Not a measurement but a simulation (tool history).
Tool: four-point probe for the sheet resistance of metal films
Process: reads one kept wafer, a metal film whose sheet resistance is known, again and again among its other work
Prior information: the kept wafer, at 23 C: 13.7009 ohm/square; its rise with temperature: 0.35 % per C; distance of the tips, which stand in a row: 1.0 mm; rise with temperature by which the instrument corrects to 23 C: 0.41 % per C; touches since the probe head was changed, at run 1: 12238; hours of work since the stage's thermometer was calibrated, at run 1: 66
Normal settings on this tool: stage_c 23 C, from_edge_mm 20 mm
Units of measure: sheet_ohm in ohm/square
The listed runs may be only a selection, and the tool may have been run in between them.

run    hour  stage_c  from_edge_mm  touches since the probe head was changed  hours of work since the stage's thermometer was calibrated  sheet_ohm
  1     0.0       23            20                                     12238                                                          66  13.685032
  2    22.6       23            20                                     12589                                                          80  13.685691
  3    60.6       23            20                                     13178                                                         105  13.679890
  4    90.3       23            20                                     13639                                                         124  13.690711
  5   125.9       26            20                                     14192                                                         147  13.660930
  6   171.5       26            20                                     14900                                                         176  13.665374
  7   196.7       26            20                                     15291                                                         192  13.661187
  8   221.8       23            20                                     15679                                                         208  13.686789
  9   266.3       23            26                                     16370                                                         237  13.679506
 10   302.7       32            20                                     16935                                                         260  13.613001
 11   350.9       23             4                                     17683                                                         291  14.110660
 12   387.9       23             4                                     18258                                                         315  14.115436
 13   431.6       23            20                                     18936                                                         343  13.689846
 14   455.8       23            20                                     19311                                                         359  13.687968
 15   484.5       23            20                                     19757                                                         377  13.688758
 16   522.0       23            18                                     20339                                                         402  13.694895
 17   547.5       23            18                                     20733                                                         418  13.694913
 18   589.1       23            18                                     21380                                                         445  13.695883
 19   633.8       23            18                                     22073                                                         474  13.696570
 20   673.1       23            18                                     22683                                                         499  13.699416
 21   704.6       23            18                                     23171                                                         519  13.693160
 22   727.5       20            20                                     23527                                                         534  13.714356
 23   766.7       20            20                                     24135                                                         559  13.722881
 24   803.3       20            26                                     24704                                                         583  13.708775
 25   839.8       33            10                                     25270                                                         606  13.666693
 26   890.0       33            10                                     26049                                                         638  13.667763
 27   932.9       27            11                                     26714                                                         666  13.706906
 28   971.7       29             7                                     27316                                                         691  13.782241
 29  1001.4       29             7                                     27778                                                         710  13.772591
 30  1038.6       33            35                                     28355                                                         734  13.601269
 31  1073.5       33            35                                     28896                                                         757  13.600899
 32  1112.8       19            41                                     29507                                                         782  13.719356
 33  1134.0       30            41                                     29835                                                         795  13.623730
 34  1157.0       26            45                                     30192                                                         810  13.653810
 35  1206.1       19            67                                     30955                                                         842  13.708921
 36  1230.3       18            57                                     31330                                                         858  13.726307
 37  1258.3       18             7                                     31765                                                         876  13.875302
 38  1299.8       18             7                                     32408                                                         902  13.873979
 39  1324.8       26            21                                     32795                                                         918  13.674012
 40  1373.2       26            21                                     33546                                                         949  13.674698
 41  1398.0       26            21                                     33931                                                         965  13.670354
 42  1433.7       23            19                                     34486                                                         988  13.701686
 43  1471.1       23            25                                     35066                                                        1012  13.696334
 44  1495.1       23            25                                     35438                                                        1028  13.694168
 45  1521.5       21            56                                     35848                                                        1045  13.700382

Difference, measured minus no-hidden-state, one row per run. Run-to-run variation is common to both terms; the gauge's own scatter need not be:
The tool's hidden condition here consists of: inner tips' distance over the nominal, %; tips' flats over new ones', %; wafer's true temperature over the reading, C; drift of the gauge itself on sheet_ohm, %.
run  sheet_ohm
  1  -0.035779
  2  -0.035523
  3  -0.035078
  4  -0.034777
  5  -0.034271
  6  -0.033785
  7  -0.033495
  8  -0.033273
  9  -0.032754
 10  -0.032174
 11  -0.032698
 12  -0.032248
 13  -0.030854
 14  -0.030580
 15  -0.030247
 16  -0.029801
 17  -0.029506
 18  -0.029036
 19  -0.028512
 20  -0.028049
 21  -0.027687
 22  -0.027451
 23  -0.027016
 24  -0.026567
 25  -0.026235
 26  -0.025659
 27  -0.025176
 28  -0.024902
 29  -0.024532
 30  -0.023882
 31  -0.023507
 32  -0.023017
 33  -0.022832
 34  -0.022542
 35  -0.021922
 36  -0.021614
 37  -0.021510
 38  -0.021020
 39  -0.020641
 40  -0.020105
 41  -0.019820
 42  -0.019397
 43  -0.018976
 44  -0.018687
 45  -0.018327
